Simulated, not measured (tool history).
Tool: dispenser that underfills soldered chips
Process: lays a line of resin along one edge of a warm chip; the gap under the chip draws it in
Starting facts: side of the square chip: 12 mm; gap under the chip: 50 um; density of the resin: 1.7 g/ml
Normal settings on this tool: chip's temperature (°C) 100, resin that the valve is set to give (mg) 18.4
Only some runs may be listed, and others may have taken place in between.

run,hour,chip's temperature (°C),resin that the valve is set to give (mg),time until the resin shows at the far edge (s),resin that the valve gave (mg)
1,0,100,18.4,145.4,17.75
2,5.9,100,18.4,174.9,17.7
3,10.9,113,18.4,127,17.68
# hour 14.4: dispensing valve cleaned and set on the balance
# hour 15.4: new syringe of resin
4,17.2,97,18.4,166.5,18.39
5,22.3,97,18.4,194.6,18.37
6,25.4,109,18.4,138.2,18.33
7,28.9,109,16.9,152.3,16.8
# hour 30.9: new syringe of resin
8,33.2,109,16.9,114,16.82
9,36.5,109,16.9,123.7,16.79
10,41.9,100,18.3,194.8,18.19
# hour 45.7: new syringe of resin
11,47.8,100,18.3,150.5,18.03
12,55,100,23.5,184,23.21
# hour 60.6: new syringe of resin
13,61.8,99,18.4,157.9,18.03
14,67.6,99,18.4,179.8,18.07
15,71.9,99,18.4,206.8,18.1
# hour 75.7: new syringe of resin
16,76.8,90,18.4,219.8,17.98
17,83.2,90,18.4,270.9,17.99
18,88.8,97,21.7,234.8,21.13
# hour 90.9: new syringe of resin
19,94.2,110,18.4,110.3,17.88
20,97.7,97,21.6,192.7,21.08
21,102.3,90,21.9,288.4,21.29
# hour 105.8: new syringe of resin
22,109.8,90,21.9,228.7,21.3
23,114,100,18.9,186.4,18.42
24,118.8,85,16.9,382.9,16.35
# hour 120.9: new syringe of resin
25,124.5,106,18,128,17.44
26,129.3,88,22.2,279.8,21.46
27,133.1,96,22.1,233.9,21.3
# hour 135.8: new syringe of resin
28,137.9,112,22.4,98.1,21.5
29,141.1,106,23.8,130.8,22.89
30,147,95,21.2,237.7,20.38
# hour 151: new syringe of resin
# hour 154.1: dispensing valve cleaned and set on the balance
31,154.8,111,22.7,104.2,22.78
32,161,103,20.9,167.1,20.93

Pick out some run-to-run changes in time until the resin shows at the far edge (s). Of each, how much would a tool without hidden state show as well, from the settings, what came in and chance, and how much is left for the hidden state and any gauge scatter not in both results compared?
Hidden state present: resin's viscosity, % of fresh resin's; dose that the valve gives, % of what is set; true chip temperature over the reading, C; drift of the gauge itself on fill_s, %; drift of the gauge itself on given_mg, %.
Run 18 -> 19: chip's temperature (°C) 97 -> 110, resin that the valve is set to give (mg) 21.7 -> 18.4, new syringe of resin. time until the resin shows at the far edge (s) -124.5: hidden state -67.4, all else -57.1.
Run 23 -> 24: chip's temperature (°C) 100 -> 85, resin that the valve is set to give (mg) 18.9 -> 16.9. time until the resin shows at the far edge (s) +196.5: hidden state +82.8, all else +113.7.
Run 24 -> 25: chip's temperature (°C) 85 -> 106, resin that the valve is set to give (mg) 16.9 -> 18, new syringe of resin. time until the resin shows at the far edge (s) -254.9: hidden state -110.2, all else -144.7.
Run 25 -> 26: chip's temperature (°C) 106 -> 88, resin that the valve is set to give (mg) 18 -> 22.2. time until the resin shows at the far edge (s) +151.8: hidden state +48.1, all else +103.7.
